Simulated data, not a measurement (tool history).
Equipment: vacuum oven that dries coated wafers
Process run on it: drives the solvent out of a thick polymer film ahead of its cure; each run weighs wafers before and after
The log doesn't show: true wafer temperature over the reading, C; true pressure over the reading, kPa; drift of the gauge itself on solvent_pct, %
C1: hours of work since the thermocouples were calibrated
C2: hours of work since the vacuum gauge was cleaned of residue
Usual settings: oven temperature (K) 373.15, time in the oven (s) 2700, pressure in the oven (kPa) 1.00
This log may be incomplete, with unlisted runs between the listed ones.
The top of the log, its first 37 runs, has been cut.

{"run": 38, "hour": 767.0, "oven temperature (K)": 370.15, "time in the oven (s)": 2160, "pressure in the oven (kPa)": 2.1, "C1": 827, "C2": 36, "solvent left in the film (%)": 4.85}
{"run": 39, "hour": 790.5, "oven temperature (K)": 370.15, "time in the oven (s)": 2160, "pressure in the oven (kPa)": 2.1, "C1": 846, "C2": 55, "solvent left in the film (%)": 4.7}
{"run": 40, "hour": 814.1, "oven temperature (K)": 381.15, "time in the oven (s)": 2760, "pressure in the oven (kPa)": 1.0, "C1": 865, "C2": 73, "solvent left in the film (%)": 0.94}
{"run": 41, "hour": 839.8, "oven temperature (K)": 369.15, "time in the oven (s)": 2700, "pressure in the oven (kPa)": 0.89, "C1": 885, "C2": 94, "solvent left in the film (%)": 2.74}
{"run": 42, "hour": 866.1, "oven temperature (K)": 380.15, "time in the oven (s)": 2040, "pressure in the oven (kPa)": 0.89, "C1": 906, "C2": 114, "solvent left in the film (%)": 1.59}
{"run": 43, "hour": 889.6, "oven temperature (K)": 380.15, "time in the oven (s)": 1980, "pressure in the oven (kPa)": 0.89, "C1": 924, "C2": 133, "solvent left in the film (%)": 1.77}
{"run": 44, "hour": 918.7, "oven temperature (K)": 380.15, "time in the oven (s)": 1980, "pressure in the oven (kPa)": 0.89, "C1": 947, "C2": 156, "solvent left in the film (%)": 1.74}
{"run": 45, "hour": 933.2, "oven temperature (K)": 388.15, "time in the oven (s)": 2280, "pressure in the oven (kPa)": 1.61, "C1": 959, "C2": 167, "solvent left in the film (%)": 1.14}
{"run": 46, "hour": 946.5, "oven temperature (K)": 388.15, "time in the oven (s)": 4080, "pressure in the oven (kPa)": 0.64, "C1": 969, "C2": 178, "solvent left in the film (%)": 0.44}

Estimate the outcome of run 47 from the log above:
{"run": 47, "hour": 963.5, "oven temperature (K)": 371.15, "time in the oven (s)": 4260, "pressure in the oven (kPa)": 1.0, "C1": 983, "C2": 191, "solvent left in the film (%)": "?"}

For run 47 the tool returned solvent left in the film (%) 1.39.
With no hidden state in the tool, this same run would have given solvent left in the film (%) 1.17.
